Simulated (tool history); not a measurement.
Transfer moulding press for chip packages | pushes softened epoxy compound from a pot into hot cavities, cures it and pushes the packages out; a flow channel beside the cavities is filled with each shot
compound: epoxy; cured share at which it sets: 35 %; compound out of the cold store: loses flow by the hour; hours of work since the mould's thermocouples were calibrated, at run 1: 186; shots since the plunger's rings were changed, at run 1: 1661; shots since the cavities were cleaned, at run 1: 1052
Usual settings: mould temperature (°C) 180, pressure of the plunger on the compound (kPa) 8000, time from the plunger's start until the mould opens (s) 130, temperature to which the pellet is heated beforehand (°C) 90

| run | hour | mould temperature (°C) | pressure of the plunger on the compound (kPa) | time from the plunger's start until the mould opens (s) | temperature to which the pellet is heated beforehand (°C) | hours of work since the mould's thermocouples were calibrated | shots since the plunger's rings were changed | shots since the cavities were cleaned | incoming compound's hours out of the cold store | length that the compound runs in the flow channel (mm) | greatest force on the pins that push the packages out (N) |
|---|---|---|---|---|---|---|---|---|---|---|---|
| 1 | 0 | 180 | 8000 | 130 | 90 | 186 | 1661 | 1052 | 20.8 | 718 | 436 |
|  | 8.8 | cavities cleaned with cleaning compound and waxed |
| 2 | 11.2 | 177 | 8000 | 130 | 90 | 194 | 1766 | 26 | 17.7 | 739 | 278 |
| 3 | 20.8 | 177 | 8000 | 130 | 90 | 202 | 1871 | 131 | 31.6 | 693 | 326 |
| 4 | 30.1 | 177 | 8000 | 130 | 90 | 209 | 1973 | 233 | 31.1 | 694 | 347 |
| 5 | 40.6 | 177 | 8000 | 130 | 90 | 217 | 2087 | 347 | 12.6 | 746 | 415 |
| 6 | 52.4 | 177 | 8000 | 130 | 90 | 227 | 2216 | 476 | 15.2 | 737 | 440 |
| 7 | 60.4 | 177 | 8000 | 130 | 90 | 233 | 2304 | 564 | 16.9 | 729 | 464 |
| 8 | 68.2 | 183 | 8000 | 130 | 90 | 239 | 2389 | 649 | 36.7 | 653 | 346 |
| 9 | 78 | 180 | 7080 | 130 | 90 | 247 | 2495 | 755 | 36.7 | 633 | 404 |
|  | 84.8 | plunger's sealing rings changed |
| 10 | 87.9 | 180 | 6740 | 130 | 90 | 253 | 34 | 836 | 19 | 675 | 418 |
| 11 | 96.9 | 180 | 6740 | 130 | 90 | 260 | 132 | 934 | 16.5 | 686 | 451 |
| 12 | 103.2 | 180 | 8000 | 142 | 90 | 265 | 201 | 1003 | 12.8 | 758 | 391 |
| 13 | 111.9 | 180 | 8000 | 142 | 90 | 272 | 296 | 1098 | 43.9 | 665 | 383 |
|  | 116 | cavities cleaned with cleaning compound and waxed |
| 14 | 122.9 | 180 | 8000 | 142 | 90 | 280 | 400 | 76 | 47.7 | 664 | 217 |
| 15 | 133.1 | 181 | 6020 | 130 | 90 | 288 | 510 | 186 | 22.6 | 630 | 275 |
| 16 | 143.4 | 181 | 7280 | 130 | 90 | 296 | 623 | 299 | 27.2 | 681 | 303 |
| 17 | 155 | 181 | 7280 | 130 | 90 | 305 | 750 | 426 | 8.1 | 728 | 349 |
| 18 | 165.6 | 176 | 7250 | 130 | 84 | 313 | 865 | 541 | 35.1 | 662 | 467 |
| 19 | 172.9 | 180 | 8000 | 130 | 100 | 319 | 944 | 620 | 15.6 | 738 | 404 |
| 20 | 179.8 | 180 | 8000 | 130 | 100 | 325 | 1021 | 697 | 43.2 | 675 | 392 |
| 21 | 187.4 | 184 | 6010 | 126 | 94 | 331 | 1103 | 779 | 45.9 | 572 | 368 |
| 22 | 192.9 | 178 | 7600 | 130 | 93 | 335 | 1163 | 839 | 43 | 656 | 442 |
| 23 | 205 | 180 | 7380 | 130 | 90 | 345 | 1295 | 971 | 15 | 708 | 433 |
| 24 | 211.2 | 176 | 6820 | 152 | 88 | 350 | 1362 | 1038 | 44.2 | 619 | 430 |
| 25 | 216.6 | 180 | 6680 | 130 | 93 | 354 | 1422 | 1098 | 29.7 | 636 | 423 |
|  | 220.9 | cavities cleaned with cleaning compound and waxed |
| 26 | 229.3 | 180 | 6680 | 130 | 93 | 363 | 1544 | 92 | 11.9 | 681 | 257 |
| 27 | 237.1 | 180 | 8570 | 130 | 85 | 369 | 1629 | 177 | 27.4 | 731 | 300 |
| 28 | 246.1 | 180 | 8570 | 130 | 85 | 376 | 1727 | 275 | 38.9 | 695 | 335 |

Forecast each of these 4 alternatives for the next run:
| A | 255.8 | 179 | 8000 | 111 | 90 | 384 | 1832 | 380 | 36.3 | ? | ? |
| B | 255.8 | 180 | 8280 | 164 | 84 | 384 | 1832 | 380 | 30 | ? | ? |
| C | 255.8 | 182 | 7360 | 130 | 98 | 384 | 1832 | 380 | 38.5 | ? | ? |
| D | 255.8 | 175 | 8000 | 130 | 99 | 384 | 1832 | 380 | 18.9 | ? | ? |

| run | length that the compound runs in the flow channel (mm) | greatest force on the pins that push the packages out (N) |
|---|---|---|
| A | 688 | 504 |
| B | 709 | 270 |
| C | 640 | 317 |
| D | 739 | 488 |
Without the tool's hidden state the same runs would have given:
| run | length that the compound runs in the flow channel (mm) | greatest force on the pins that push the packages out (N) |
|---|---|---|
| A | 705 | 314 |
| B | 727 | 178 |
| C | 656 | 202 |
| D | 757 | 302 |
